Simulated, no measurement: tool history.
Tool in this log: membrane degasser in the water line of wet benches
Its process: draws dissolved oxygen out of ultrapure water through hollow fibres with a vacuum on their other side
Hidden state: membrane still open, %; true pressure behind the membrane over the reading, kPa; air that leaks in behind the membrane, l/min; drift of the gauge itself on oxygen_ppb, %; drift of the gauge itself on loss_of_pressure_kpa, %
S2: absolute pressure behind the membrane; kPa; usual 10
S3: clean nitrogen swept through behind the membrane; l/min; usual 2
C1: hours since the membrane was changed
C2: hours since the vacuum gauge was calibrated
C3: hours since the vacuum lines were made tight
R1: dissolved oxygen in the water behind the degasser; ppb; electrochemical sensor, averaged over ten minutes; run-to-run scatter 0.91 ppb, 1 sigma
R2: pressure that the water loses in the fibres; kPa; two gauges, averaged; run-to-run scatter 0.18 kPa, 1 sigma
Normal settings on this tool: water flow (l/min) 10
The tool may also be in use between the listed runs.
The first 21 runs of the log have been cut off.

{"run": 22, "day": 94.346, "water flow (l/min)": 13, "S2": 8.5, "S3": 2.26, "C1": 5015, "C2": 1144, "C3": 543, "R1": 83.5, "R2": 41.46}
{"run": 23, "day": 98.633, "water flow (l/min)": 13, "S2": 8.5, "S3": 2.26, "C1": 5118, "C2": 1247, "C3": 646, "R1": 81.3, "R2": 41.13}
{"run": 24, "day": 103.858, "water flow (l/min)": 13, "S2": 8.5, "S3": 2.26, "C1": 5244, "C2": 1372, "C3": 771, "R1": 82.8, "R2": 41.78}
{"run": 25, "day": 108.908, "water flow (l/min)": 7, "S2": 6.5, "S3": 5.47, "C1": 5365, "C2": 1494, "C3": 892, "R1": 11.6, "R2": 22.44}
{"run": 26, "day": 113.696, "water flow (l/min)": 11, "S2": 12.6, "S3": 1.51, "C1": 5480, "C2": 1609, "C3": 1007, "R1": 165.2, "R2": 34.99}
{"run": 27, "day": 119.079, "water flow (l/min)": 12, "S2": 11.3, "S3": 1.18, "C1": 5609, "C2": 1738, "C3": 1136, "R1": 194, "R2": 38.37}
{"run": 28, "day": 125.575, "water flow (l/min)": 10, "S2": 10, "S3": 2.52, "C1": 5765, "C2": 1894, "C3": 1292, "R1": 69.9, "R2": 32.2}
{"day": 126.333, "done": "gauge calibrated"}
{"run": 29, "day": 131.183, "water flow (l/min)": 6, "S2": 11.1, "S3": 0.8, "C1": 5899, "C2": 2028, "C3": 1427, "R1": 142.2, "R2": 18.6}

Predict the results of run 30:
{"run": 30, "day": 134.183, "water flow (l/min)": 10, "S2": 10, "S3": 3, "C1": 5971, "C2": 2100, "C3": 1499, "R1": "?", "R2": "?"}

{"run 30": {"R1": 60.2, "R2": 31.25}}
With no hidden state in the tool, this same run would have given R1 60.2 ppb, R2 31.18 kPa.
